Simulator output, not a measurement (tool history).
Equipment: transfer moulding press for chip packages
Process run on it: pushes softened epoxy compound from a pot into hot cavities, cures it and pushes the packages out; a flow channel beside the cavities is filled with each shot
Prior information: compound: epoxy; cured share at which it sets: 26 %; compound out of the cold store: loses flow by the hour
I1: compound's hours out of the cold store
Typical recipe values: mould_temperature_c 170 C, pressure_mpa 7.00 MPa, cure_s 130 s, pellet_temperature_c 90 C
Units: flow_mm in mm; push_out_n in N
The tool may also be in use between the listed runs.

{"run": 1, "hour": 0.0, "mould_temperature_c": 170, "pressure_mpa": 7.0, "cure_s": 130, "pellet_temperature_c": 90, "I1": 33.1, "flow_mm": 949.7, "push_out_n": 616}
{"run": 2, "hour": 8.8, "mould_temperature_c": 170, "pressure_mpa": 7.0, "cure_s": 130, "pellet_temperature_c": 90, "I1": 43.6, "flow_mm": 899.2, "push_out_n": 630}
{"run": 3, "hour": 20.9, "mould_temperature_c": 174, "pressure_mpa": 7.0, "cure_s": 130, "pellet_temperature_c": 90, "I1": 42.6, "flow_mm": 889.5, "push_out_n": 645}
{"hour": 28.2, "done": "cavities cleaned with cleaning compound and waxed"}
{"run": 4, "hour": 33.3, "mould_temperature_c": 174, "pressure_mpa": 7.0, "cure_s": 130, "pellet_temperature_c": 90, "I1": 16.9, "flow_mm": 1015.1, "push_out_n": 429}
{"run": 5, "hour": 51.4, "mould_temperature_c": 174, "pressure_mpa": 7.0, "cure_s": 130, "pellet_temperature_c": 90, "I1": 31.2, "flow_mm": 941.9, "push_out_n": 483}
{"run": 6, "hour": 65.7, "mould_temperature_c": 174, "pressure_mpa": 7.0, "cure_s": 130, "pellet_temperature_c": 90, "I1": 27.0, "flow_mm": 960.8, "push_out_n": 575}
{"run": 7, "hour": 75.1, "mould_temperature_c": 174, "pressure_mpa": 7.0, "cure_s": 130, "pellet_temperature_c": 90, "I1": 14.4, "flow_mm": 1027.6, "push_out_n": 613}
{"run": 8, "hour": 87.6, "mould_temperature_c": 170, "pressure_mpa": 7.0, "cure_s": 130, "pellet_temperature_c": 90, "I1": 14.1, "flow_mm": 1041.7, "push_out_n": 677}
{"hour": 93.0, "done": "cavities cleaned with cleaning compound and waxed"}
{"run": 9, "hour": 98.8, "mould_temperature_c": 170, "pressure_mpa": 7.0, "cure_s": 130, "pellet_temperature_c": 90, "I1": 40.8, "flow_mm": 907.3, "push_out_n": 451}
{"run": 10, "hour": 114.9, "mould_temperature_c": 170, "pressure_mpa": 7.0, "cure_s": 130, "pellet_temperature_c": 90, "I1": 10.9, "flow_mm": 1057.2, "push_out_n": 527}
{"run": 11, "hour": 126.5, "mould_temperature_c": 170, "pressure_mpa": 7.0, "cure_s": 140, "pellet_temperature_c": 90, "I1": 13.2, "flow_mm": 1043.9, "push_out_n": 577}
{"run": 12, "hour": 139.2, "mould_temperature_c": 165, "pressure_mpa": 5.89, "cure_s": 159, "pellet_temperature_c": 90, "I1": 35.7, "flow_mm": 867.9, "push_out_n": 625}
{"run": 13, "hour": 153.4, "mould_temperature_c": 165, "pressure_mpa": 5.21, "cure_s": 159, "pellet_temperature_c": 95, "I1": 9.9, "flow_mm": 932.3, "push_out_n": 686}
{"hour": 158.0, "done": "cavities cleaned with cleaning compound and waxed"}
{"run": 14, "hour": 168.8, "mould_temperature_c": 163, "pressure_mpa": 5.79, "cure_s": 130, "pellet_temperature_c": 90, "I1": 12.0, "flow_mm": 979.8, "push_out_n": 704}
{"run": 15, "hour": 182.1, "mould_temperature_c": 163, "pressure_mpa": 5.79, "cure_s": 130, "pellet_temperature_c": 90, "I1": 30.8, "flow_mm": 886.9, "push_out_n": 747}
{"run": 16, "hour": 190.6, "mould_temperature_c": 163, "pressure_mpa": 6.81, "cure_s": 138, "pellet_temperature_c": 99, "I1": 46.6, "flow_mm": 885.3, "push_out_n": 698}
{"run": 17, "hour": 201.7, "mould_temperature_c": 166, "pressure_mpa": 7.0, "cure_s": 142, "pellet_temperature_c": 90, "I1": 27.2, "flow_mm": 980.7, "push_out_n": 666}
{"run": 18, "hour": 219.5, "mould_temperature_c": 166, "pressure_mpa": 7.0, "cure_s": 142, "pellet_temperature_c": 90, "I1": 15.9, "flow_mm": 1040.4, "push_out_n": 723}
{"hour": 223.1, "done": "cavities cleaned with cleaning compound and waxed"}
{"run": 19, "hour": 231.5, "mould_temperature_c": 166, "pressure_mpa": 7.0, "cure_s": 146, "pellet_temperature_c": 99, "I1": 36.9, "flow_mm": 930.0, "push_out_n": 468}
{"run": 20, "hour": 248.6, "mould_temperature_c": 175, "pressure_mpa": 7.92, "cure_s": 125, "pellet_temperature_c": 83, "I1": 10.8, "flow_mm": 1096.1, "push_out_n": 513}

Consider 5 possible next runs. They are alternatives, not a sequence: every one starts from the tool as it was left by run 20. What does each give?
{"hour": 256.1, "done": "plunger's sealing rings changed"}
{"run": "A", "hour": 259.8, "mould_temperature_c": 170, "pressure_mpa": 7.0, "cure_s": 133, "pellet_temperature_c": 90, "I1": 26.6, "flow_mm": "?", "push_out_n": "?"}
{"hour": 256.1, "done": "plunger's sealing rings changed"}
{"run": "B", "hour": 259.8, "mould_temperature_c": 176, "pressure_mpa": 7.92, "cure_s": 125, "pellet_temperature_c": 83, "I1": 12.1, "flow_mm": "?", "push_out_n": "?"}
{"hour": 256.1, "done": "plunger's sealing rings changed"}
{"run": "C", "hour": 259.8, "mould_temperature_c": 175, "pressure_mpa": 6.04, "cure_s": 125, "pellet_temperature_c": 98, "I1": 9.7, "flow_mm": "?", "push_out_n": "?"}
{"hour": 256.1, "done": "plunger's sealing rings changed"}
{"run": "D", "hour": 259.8, "mould_temperature_c": 166, "pressure_mpa": 7.0, "cure_s": 130, "pellet_temperature_c": 81, "I1": 41.6, "flow_mm": "?", "push_out_n": "?"}
{"hour": 256.1, "done": "plunger's sealing rings changed"}
{"run": "E", "hour": 259.8, "mould_temperature_c": 166, "pressure_mpa": 7.0, "cure_s": 111, "pellet_temperature_c": 96, "I1": 48.0, "flow_mm": "?", "push_out_n": "?"}

run=A flow_mm=986.6 push_out_n=567
run=B flow_mm=1110.1 push_out_n=559
run=C flow_mm=982.4 push_out_n=549
run=D flow_mm=928.1 push_out_n=642
run=E flow_mm=897.5 push_out_n=890
Take away the tool's hidden state, keep each run's random variation, and the runs would have read:
run=A flow_mm=986.3 push_out_n=387
run=B flow_mm=1110.1 push_out_n=383
run=C flow_mm=982.3 push_out_n=378
run=D flow_mm=927.7 push_out_n=428
run=E flow_mm=897.1 push_out_n=586
